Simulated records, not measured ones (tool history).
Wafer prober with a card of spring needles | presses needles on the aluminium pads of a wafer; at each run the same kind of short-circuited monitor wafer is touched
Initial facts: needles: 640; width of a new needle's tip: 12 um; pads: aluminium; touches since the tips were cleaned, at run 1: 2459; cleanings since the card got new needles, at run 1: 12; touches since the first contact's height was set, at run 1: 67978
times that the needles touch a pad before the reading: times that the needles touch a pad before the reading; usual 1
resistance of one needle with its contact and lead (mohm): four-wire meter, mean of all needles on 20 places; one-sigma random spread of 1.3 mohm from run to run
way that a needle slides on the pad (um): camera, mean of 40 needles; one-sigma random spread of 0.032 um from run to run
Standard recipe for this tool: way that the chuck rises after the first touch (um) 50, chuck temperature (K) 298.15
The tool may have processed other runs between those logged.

| run | hour | way that the chuck rises after the first touch (um) | chuck temperature (K) | times that the needles touch a pad before the reading | touches since the tips were cleaned | cleanings since the card got new needles | touches since the first contact's height was set | resistance of one needle with its contact and lead (mohm) | way that a needle slides on the pad (um) |
|---|---|---|---|---|---|---|---|---|---|
| 1 | 0 | 50 | 298.15 | 1 | 2459 | 12 | 67978 | 108 | 11.04 |
| 2 | 4.4 | 50 | 298.15 | 1 | 4604 | 12 | 70123 | 107 | 11.02 |
|  | 6 | tips cleaned on abrasive film |
| 3 | 9.5 | 50 | 298.15 | 1 | 1724 | 13 | 72572 | 110 | 11.07 |
| 4 | 15.9 | 50 | 298.15 | 1 | 4865 | 13 | 75713 | 107 | 11.03 |
|  | 16.7 | tips cleaned on abrasive film |
| 5 | 26.2 | 50 | 367.15 | 1 | 4650 | 14 | 80723 | 117 | 11.09 |
|  | 27.6 | tips cleaned on abrasive film |
| 6 | 34.2 | 50 | 298.15 | 1 | 3223 | 15 | 84594 | 110 | 11.06 |

Forecast run 7:
|  | 38.4 | tips cleaned on abrasive film |
| 7 | 40.2 | 47 | 368.15 | 1 | 899 | 16 | 87489 | ? | ? |

Logged for run 7: resistance of one needle with its contact and lead (mohm) 123, way that a needle slides on the pad (um) 10.44.
With the hidden condition absent and the run-to-run variation left alone, this run would have shown resistance of one needle with its contact and lead (mohm) 123, way that a needle slides on the pad (um) 10.44.
